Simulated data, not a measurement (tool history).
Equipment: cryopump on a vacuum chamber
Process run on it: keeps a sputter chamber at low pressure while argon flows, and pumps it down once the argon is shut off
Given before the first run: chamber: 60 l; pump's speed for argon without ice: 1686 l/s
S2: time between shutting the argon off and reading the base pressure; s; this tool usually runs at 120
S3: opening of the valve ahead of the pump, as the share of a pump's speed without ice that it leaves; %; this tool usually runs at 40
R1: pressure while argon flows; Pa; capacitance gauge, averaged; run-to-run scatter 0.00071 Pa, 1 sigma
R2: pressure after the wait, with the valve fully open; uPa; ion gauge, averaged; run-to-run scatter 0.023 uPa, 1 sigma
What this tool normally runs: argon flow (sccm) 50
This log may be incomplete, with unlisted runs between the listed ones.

run 1 hour=0 | argon_flow_(sccm)=50 S2=120 S3=40 | R1=0.1346 R2=1
run 2 hour=24.1 | argon_flow_(sccm)=50 S2=120 S3=40 | R1=0.1353 R2=0.96
run 3 hour=69.6 | argon_flow_(sccm)=50 S2=120 S3=21 | R1=0.2496 R2=1.04
run 4 hour=115.5 | argon_flow_(sccm)=50 S2=120 S3=21 | R1=0.2494 R2=1.07
run 5 hour=171.1 | argon_flow_(sccm)=50 S2=120 S3=21 | R1=0.2504 R2=1.03
run 6 hour=201.6 | argon_flow_(sccm)=50 S2=120 S3=21 | R1=0.2523 R2=1.05
run 7 hour=227.5 | argon_flow_(sccm)=37 S2=120 S3=40 | R1=0.1033 R2=1.04
run 8 hour=265.6 | argon_flow_(sccm)=50 S2=120 S3=40 | R1=0.1387 R2=1.1
run 9 hour=305.8 | argon_flow_(sccm)=50 S2=120 S3=40 | R1=0.1408 R2=1.14
run 10 hour=362.8 | argon_flow_(sccm)=50 S2=252 S3=40 | R1=0.1409 R2=0.82
run 11 hour=410.5 | argon_flow_(sccm)=50 S2=252 S3=40 | R1=0.1428 R2=0.82
run 12 hour=469.4 | argon_flow_(sccm)=50 S2=252 S3=40 | R1=0.1435 R2=0.87
run 13 hour=503.3 | argon_flow_(sccm)=50 S2=252 S3=40 | R1=0.1446 R2=0.89
run 14 hour=538.9 | argon_flow_(sccm)=42 S2=120 S3=40 | R1=0.1215 R2=1.19
run 15 hour=583.6 | argon_flow_(sccm)=42 S2=120 S3=40 | R1=0.1234 R2=1.24
run 16 hour=618.1 | argon_flow_(sccm)=42 S2=120 S3=40 | R1=0.1241 R2=1.21
run 17 hour=650 | argon_flow_(sccm)=42 S2=120 S3=40 | R1=0.1244 R2=1.21
run 18 hour=688.8 | argon_flow_(sccm)=32 S2=102 S3=55 | R1=0.073 R2=1.34
run 19 hour=716.8 | argon_flow_(sccm)=80 S2=102 S3=55 | R1=0.1842 R2=1.4
run 20 hour=758.1 | argon_flow_(sccm)=80 S2=102 S3=55 | R1=0.1864 R2=1.44
-- hour=776 pump warmed up, emptied and cooled again
run 21 hour=802.1 | argon_flow_(sccm)=65 S2=285 S3=40 | R1=0.1631 R2=0.71

The next listed run, before its measurement:
run 22 hour=859.6 | argon_flow_(sccm)=28 S2=31 S3=26 | R1=? R2=?

R1: 0.1085 Pa
R2: 2.71 uPa
With no hidden state in the tool, this same run would have given R1 0.1076 Pa, R2 2.37 uPa.
